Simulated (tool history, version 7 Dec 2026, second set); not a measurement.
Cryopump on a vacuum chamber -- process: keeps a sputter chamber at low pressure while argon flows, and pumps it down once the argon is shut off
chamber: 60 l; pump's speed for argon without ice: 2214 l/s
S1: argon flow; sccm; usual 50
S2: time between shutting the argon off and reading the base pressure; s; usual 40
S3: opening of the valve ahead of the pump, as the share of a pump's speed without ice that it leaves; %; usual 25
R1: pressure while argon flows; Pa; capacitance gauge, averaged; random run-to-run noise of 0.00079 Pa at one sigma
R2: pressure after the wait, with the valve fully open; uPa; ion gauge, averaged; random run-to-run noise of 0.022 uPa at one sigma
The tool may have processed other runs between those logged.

run,hour,S1,S2,S3,R1,R2
1,0,50,40,25,0.1549,1.56
2,18.9,50,40,25,0.157,1.6
3,37.3,50,72,25,0.1561,1.44
4,52.5,50,40,25,0.1564,1.61
5,78.9,50,222,25,0.1577,1.28
6,103.3,50,222,25,0.1592,1.3
7,120.4,50,222,25,0.1577,1.29
8,143.3,50,222,25,0.1579,1.3
9,155.5,50,122,25,0.157,1.4
10,167.3,50,122,25,0.1587,1.36
11,188.8,50,122,25,0.1585,1.34
12,213.6,50,122,25,0.1599,1.46
13,224.5,50,40,25,0.1592,1.76
14,240.7,50,40,25,0.16,1.76
15,254.7,50,40,25,0.1594,1.73
16,279.8,50,40,25,0.1593,1.86
17,295.6,50,40,25,0.1601,1.79
18,306.5,32,224,33,0.0789,1.43
19,336.4,32,224,33,0.0744,1.26
20,354.6,50,168,25,0.1527,1.27
21,372.5,48,241,25,0.1485,1.23
22,389.7,48,241,25,0.1467,1.27
23,403.5,48,241,25,0.1471,1.3
24,425.9,27,113,17,0.1227,1.35
25,448.6,21,40,29,0.0553,1.71
26,469.1,21,40,29,0.0561,1.66
27,487.2,89,21,25,0.2759,2.13
28,498.5,89,21,25,0.2758,2.2
29,516.9,81,75,21,0.2989,1.52
30,532.2,23,40,25,0.0718,1.75
31,543.1,50,247,30,0.1302,1.37
32,561.7,50,20,25,0.1563,2.24
33,582.6,96,20,31,0.2434,2.22
34,595.8,40,40,25,0.1256,1.83

Not shown: 1 entry that the log had between the listed runs. Between which runs, and how does the tool's hidden state differ before and after?
Between runs 18 and 19: pump warmed up, emptied and cooled again (hour 320)
  pump's speed, % of a pump's without ice: 83 -> 98.7; cold plate's temperature, K: 12.13 -> 12.14; leak into the chamber, uPa l/s: 2503 -> 2519
  measured value less the no-hidden-state value, R1: +0.0051 -> +0.0004 Pa; R2: +1.23 -> +1.03 uPa
